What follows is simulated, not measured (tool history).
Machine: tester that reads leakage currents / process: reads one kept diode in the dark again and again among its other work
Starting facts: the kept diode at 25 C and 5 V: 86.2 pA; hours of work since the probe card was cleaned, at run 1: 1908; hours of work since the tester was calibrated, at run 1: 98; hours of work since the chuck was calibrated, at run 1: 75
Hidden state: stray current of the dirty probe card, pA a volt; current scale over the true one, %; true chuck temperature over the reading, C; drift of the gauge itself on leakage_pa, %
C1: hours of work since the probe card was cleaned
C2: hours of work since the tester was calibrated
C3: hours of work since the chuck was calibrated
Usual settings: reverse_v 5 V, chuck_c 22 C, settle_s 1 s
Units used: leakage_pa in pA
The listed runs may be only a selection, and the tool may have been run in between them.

run 1 day=0 | reverse_v=5 chuck_c=22 settle_s=1 | C1=1908 C2=98 C3=75 | leakage_pa=75.8
run 2 day=1.292 | reverse_v=5 chuck_c=22 settle_s=1 | C1=1923 C2=113 C3=90 | leakage_pa=75.76
run 3 day=2.196 | reverse_v=5 chuck_c=31 settle_s=1 | C1=1933 C2=123 C3=101 | leakage_pa=147.76
run 4 day=3.158 | reverse_v=5 chuck_c=22 settle_s=1.55 | C1=1945 C2=134 C3=112 | leakage_pa=75.71
run 5 day=4.046 | reverse_v=5 chuck_c=22 settle_s=1 | C1=1955 C2=144 C3=122 | leakage_pa=75.73
run 6 day=5.154 | reverse_v=5 chuck_c=22 settle_s=1 | C1=1968 C2=157 C3=135 | leakage_pa=76.03
run 7 day=6.162 | reverse_v=10.73 chuck_c=21 settle_s=1 | C1=1979 C2=169 C3=146 | leakage_pa=106.28

Estimate the outcome of run 8 from the log above:
run 8 day=6.804 | reverse_v=5 chuck_c=45 settle_s=1 | C1=1987 C2=176 C3=154 | leakage_pa=?

Run 8 yielded leakage_pa 403.21 pA.
On a tool with no hidden condition, and with the same random variation, this run would have come out at leakage_pa 396.19 pA.
